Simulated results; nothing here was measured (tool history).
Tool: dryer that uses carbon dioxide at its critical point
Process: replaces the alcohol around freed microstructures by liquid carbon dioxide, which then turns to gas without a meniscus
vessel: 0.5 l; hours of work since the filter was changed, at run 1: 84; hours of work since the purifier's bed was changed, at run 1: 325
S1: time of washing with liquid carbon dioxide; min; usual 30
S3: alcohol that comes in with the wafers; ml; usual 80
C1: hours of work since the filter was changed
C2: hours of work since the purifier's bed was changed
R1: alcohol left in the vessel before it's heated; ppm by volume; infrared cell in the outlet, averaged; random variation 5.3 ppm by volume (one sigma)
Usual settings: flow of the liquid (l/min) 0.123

{"run": 1, "hour": 0.0, "S1": 30, "flow of the liquid (l/min)": 0.123, "S3": 80, "C1": 84, "C2": 325, "R1": 164}
{"run": 2, "hour": 19.8, "S1": 33, "flow of the liquid (l/min)": 0.123, "S3": 80, "C1": 96, "C2": 338, "R1": 108}
{"run": 3, "hour": 31.6, "S1": 33, "flow of the liquid (l/min)": 0.123, "S3": 80, "C1": 104, "C2": 346, "R1": 102}
{"run": 4, "hour": 46.8, "S1": 33, "flow of the liquid (l/min)": 0.123, "S3": 80, "C1": 114, "C2": 355, "R1": 98}
{"run": 5, "hour": 58.0, "S1": 33, "flow of the liquid (l/min)": 0.123, "S3": 80, "C1": 121, "C2": 363, "R1": 117}
{"run": 6, "hour": 77.1, "S1": 24, "flow of the liquid (l/min)": 0.123, "S3": 80, "C1": 133, "C2": 375, "R1": 657}
{"run": 7, "hour": 91.4, "S1": 24, "flow of the liquid (l/min)": 0.123, "S3": 80, "C1": 143, "C2": 384, "R1": 645}
{"run": 8, "hour": 111.5, "S1": 24, "flow of the liquid (l/min)": 0.123, "S3": 80, "C1": 156, "C2": 397, "R1": 678}
{"run": 9, "hour": 131.8, "S1": 24, "flow of the liquid (l/min)": 0.123, "S3": 80, "C1": 169, "C2": 410, "R1": 681}
{"run": 10, "hour": 143.4, "S1": 24, "flow of the liquid (l/min)": 0.123, "S3": 81, "C1": 176, "C2": 418, "R1": 713}
{"run": 11, "hour": 163.5, "S1": 24, "flow of the liquid (l/min)": 0.123, "S3": 81, "C1": 189, "C2": 431, "R1": 749}
{"run": 12, "hour": 174.9, "S1": 31, "flow of the liquid (l/min)": 0.116, "S3": 80, "C1": 197, "C2": 438, "R1": 249}
{"run": 13, "hour": 194.0, "S1": 41, "flow of the liquid (l/min)": 0.105, "S3": 80, "C1": 209, "C2": 451, "R1": 98}
{"run": 14, "hour": 211.3, "S1": 41, "flow of the liquid (l/min)": 0.105, "S3": 80, "C1": 220, "C2": 462, "R1": 110}
{"run": 15, "hour": 221.5, "S1": 41, "flow of the liquid (l/min)": 0.105, "S3": 80, "C1": 227, "C2": 468, "R1": 101}
{"run": 16, "hour": 237.0, "S1": 35, "flow of the liquid (l/min)": 0.099, "S3": 80, "C1": 237, "C2": 478, "R1": 338}
{"run": 17, "hour": 261.3, "S1": 35, "flow of the liquid (l/min)": 0.099, "S3": 80, "C1": 253, "C2": 494, "R1": 338}
{"run": 18, "hour": 279.3, "S1": 38, "flow of the liquid (l/min)": 0.17, "S3": 21, "C1": 264, "C2": 506, "R1": 46}
{"run": 19, "hour": 294.6, "S1": 38, "flow of the liquid (l/min)": 0.17, "S3": 74, "C1": 274, "C2": 516, "R1": 52}
{"run": 20, "hour": 305.5, "S1": 38, "flow of the liquid (l/min)": 0.17, "S3": 74, "C1": 281, "C2": 523, "R1": 49}
{"run": 21, "hour": 317.9, "S1": 34, "flow of the liquid (l/min)": 0.095, "S3": 28, "C1": 289, "C2": 531, "R1": 210}
{"run": 22, "hour": 330.2, "S1": 29, "flow of the liquid (l/min)": 0.095, "S3": 119, "C1": 297, "C2": 539, "R1": 1822}

The same runs without the tool's hidden state, with the same run-to-run variation:
The hidden state here: flow that reaches the vessel past the clogged filter, %; alcohol in the recycled carbon dioxide, ppm; drift of the gauge itself on alcohol_ppm, %.
run=1 R1=105
run=2 R1=60
run=3 R1=52
run=4 R1=45
run=5 R1=63
run=6 R1=467
run=7 R1=447
run=8 R1=460
run=9 R1=451
run=10 R1=463
run=11 R1=477
run=12 R1=126
run=13 R1=32
run=14 R1=40
run=15 R1=29
run=16 R1=170
run=17 R1=160
run=18 R1=2
run=19 R1=5
run=20 R1=2
run=21 R1=84
run=22 R1=1004
